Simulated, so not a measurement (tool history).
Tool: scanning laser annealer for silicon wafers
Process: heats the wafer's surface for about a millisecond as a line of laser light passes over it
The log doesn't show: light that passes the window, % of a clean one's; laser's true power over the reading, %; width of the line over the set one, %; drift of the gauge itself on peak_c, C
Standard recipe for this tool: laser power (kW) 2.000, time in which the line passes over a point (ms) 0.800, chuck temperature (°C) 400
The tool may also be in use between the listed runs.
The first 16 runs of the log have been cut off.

| run | hour | laser power (kW) | time in which the line passes over a point (ms) | chuck temperature (°C) | hours of work since the window was cleaned | hours of work since the power meter was calibrated | hours of work since the optics were aligned | highest temperature of the surface (°C) |
|---|---|---|---|---|---|---|---|---|
| 17 | 196.6 | 2.000 | 0.800 | 408 | 22 | 229 | 1012 | 1181 |
|  | 209.9 | window over the wafer cleaned, once more |
| 18 | 212.1 | 2.044 | 0.800 | 400 | 1 | 235 | 1018 | 1212 |
| 19 | 221.3 | 2.000 | 0.800 | 400 | 5 | 239 | 1022 | 1187 |
| 20 | 231.2 | 1.905 | 0.800 | 400 | 9 | 243 | 1026 | 1141 |
| 21 | 249.9 | 1.905 | 0.800 | 400 | 18 | 252 | 1034 | 1136 |
| 22 | 263.7 | 1.992 | 0.734 | 400 | 24 | 258 | 1040 | 1150 |
| 23 | 279.5 | 1.992 | 0.734 | 400 | 31 | 265 | 1047 | 1149 |
| 24 | 294.6 | 2.096 | 0.948 | 400 | 38 | 272 | 1054 | 1307 |
| 25 | 305.6 | 2.197 | 0.937 | 397 | 42 | 276 | 1059 | 1357 |
| 26 | 315.3 | 2.197 | 0.937 | 397 | 47 | 281 | 1063 | 1352 |
| 27 | 325.7 | 1.894 | 0.622 | 412 | 51 | 285 | 1068 | 1059 |
| 28 | 339.6 | 1.894 | 0.622 | 412 | 57 | 291 | 1074 | 1061 |
| 29 | 355.3 | 2.000 | 0.800 | 367 | 64 | 298 | 1081 | 1153 |
| 30 | 370.8 | 1.878 | 0.800 | 414 | 71 | 305 | 1088 | 1137 |
| 31 | 386.7 | 1.878 | 0.800 | 414 | 78 | 312 | 1095 | 1135 |
| 32 | 395.4 | 1.706 | 0.615 | 414 | 82 | 316 | 1099 | 976 |
| 33 | 406.7 | 1.706 | 0.615 | 414 | 87 | 321 | 1104 | 974 |
| 34 | 422.7 | 1.934 | 0.642 | 371 | 94 | 328 | 1111 | 1041 |
|  | 430.1 | optics aligned, line set to its width |
| 35 | 438.2 | 1.709 | 0.800 | 400 | 99 | 333 | 4 | 1051 |
| 36 | 452.9 | 1.807 | 0.620 | 402 | 105 | 339 | 10 | 1022 |
| 37 | 463.1 | 1.807 | 0.620 | 402 | 110 | 344 | 15 | 1018 |
| 38 | 476.9 | 1.807 | 0.620 | 402 | 116 | 350 | 21 | 1017 |
| 39 | 490.7 | 1.949 | 0.800 | 365 | 122 | 356 | 27 | 1130 |
| 40 | 507.2 | 1.949 | 0.800 | 375 | 129 | 363 | 34 | 1142 |

Alternative continuations, all from the tool just after run 40; predict every row:
| A | 518.4 | 2.137 | 0.800 | 375 | 134 | 368 | 39 | ? |
| B | 518.4 | 1.777 | 0.665 | 416 | 134 | 368 | 39 | ? |
| C | 518.4 | 1.949 | 0.606 | 389 | 134 | 368 | 39 | ? |
| D | 518.4 | 2.000 | 0.800 | 428 | 134 | 368 | 39 | ? |

| run | highest temperature of the surface (°C) |
|---|---|
| A | 1237 |
| B | 1036 |
| C | 1060 |
| D | 1220 |
Stripped of hidden state, with their random variation kept, the same runs would have yielded:
| run | highest temperature of the surface (°C) |
|---|---|
| A | 1249 |
| B | 1044 |
| C | 1069 |
| D | 1231 |
